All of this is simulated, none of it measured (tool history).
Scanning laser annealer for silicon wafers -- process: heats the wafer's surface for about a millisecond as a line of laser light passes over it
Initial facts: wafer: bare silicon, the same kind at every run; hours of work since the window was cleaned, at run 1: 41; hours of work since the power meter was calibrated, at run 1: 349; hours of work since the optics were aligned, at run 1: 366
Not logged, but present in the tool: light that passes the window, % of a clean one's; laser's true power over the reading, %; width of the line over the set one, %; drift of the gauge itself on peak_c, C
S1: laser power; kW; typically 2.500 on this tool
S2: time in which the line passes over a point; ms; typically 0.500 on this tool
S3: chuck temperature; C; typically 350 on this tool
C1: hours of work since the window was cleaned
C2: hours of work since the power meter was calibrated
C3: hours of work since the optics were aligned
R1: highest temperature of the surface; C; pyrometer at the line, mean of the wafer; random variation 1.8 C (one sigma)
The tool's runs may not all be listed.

run   hour     S1     S2   S3   C1   C2   C3    R1
  1    0.0  2.500  0.500  350   41  349  366  1042
  2    8.7  2.500  0.500  350   47  355  372  1039
  3   17.8  2.500  0.500  350   53  362  379  1038
  4   26.0  2.500  0.500  350   59  367  385  1038
  5   43.9  2.500  0.500  350   71  380  397  1034
  6   61.6  2.500  0.510  350   84  392  409  1045
  7   77.9  2.500  0.500  350   95  404  421  1035
  8   91.4  2.500  0.500  350  105  413  430  1035
  9  100.4  2.500  0.500  350  111  419  437  1030
 10  115.9  2.500  0.500  350  122  430  447  1028
 11  132.7  2.500  0.500  350  133  442  459  1032
 12  149.0  2.500  0.500  350  145  453  471  1027
 13  160.0  2.500  0.500  350  153  461  478  1025
 14  172.3  2.500  0.500  350  161  470  487  1029
 15  182.8  2.300  0.500  350  168  477  494   963
 16  199.8  2.300  0.500  350  180  489  506   963
 17  212.7  2.300  0.500  350  189  498  515   959
 18  223.7  2.300  0.500  350  197  506  523   962
 19  232.4  2.300  0.500  350  203  512  529   961
 20  244.4  2.300  0.500  350  212  520  537   959
 21  262.5  2.213  0.376  350  224  533  550   849
 22  271.0  2.500  0.375  350  230  539  556   922
 23  280.7  2.500  0.375  350  237  546  563   926
 24  292.2  2.733  0.496  373  245  554  571  1112
 25  301.0  2.449  0.378  319  251  560  577   880
 26  316.5  2.306  0.380  364  262  571  588   886
 27  329.3  2.306  0.380  364  271  580  597   884
 28  345.6  2.306  0.380  364  282  591  608   883
 29  363.0  2.306  0.553  364  295  603  620  1000
 30  375.8  2.500  0.438  362  304  612  629   978
 31  391.9  2.500  0.438  362  315  623  641   976
 32  400.2  2.514  0.372  327  321  629  646   890
 33  416.8  2.514  0.372  327  332  641  658   887
 34  433.5  2.514  0.595  374  344  652  670  1098
 35  448.9  2.514  0.595  374  355  663  680  1097
 36  457.3  2.139  0.509  374  361  669  686   926
 37  469.8  2.139  0.573  346  369  678  695   930
 38  485.4  2.633  0.500  350  380  689  706  1042
     503.7  -- window over the wafer cleaned
 39  504.8  2.573  0.399  350    1  701  718   986

Here are 4 independent what-if runs from the current tool condition. What would each one return?
  A  515.0  2.500  0.500  389   8  708  725   ?
  B  515.0  2.500  0.373  385   8  708  725   ?
  C  515.0  2.688  0.402  350   8  708  725   ?
  D  515.0  2.568  0.542  350   8  708  725   ?

run    R1
  A  1082
  B   977
  C  1021
  D  1100
Without the tool's unlogged condition, the same runs would have read:
run    R1
  A  1089
  B   983
  C  1028
  D  1107
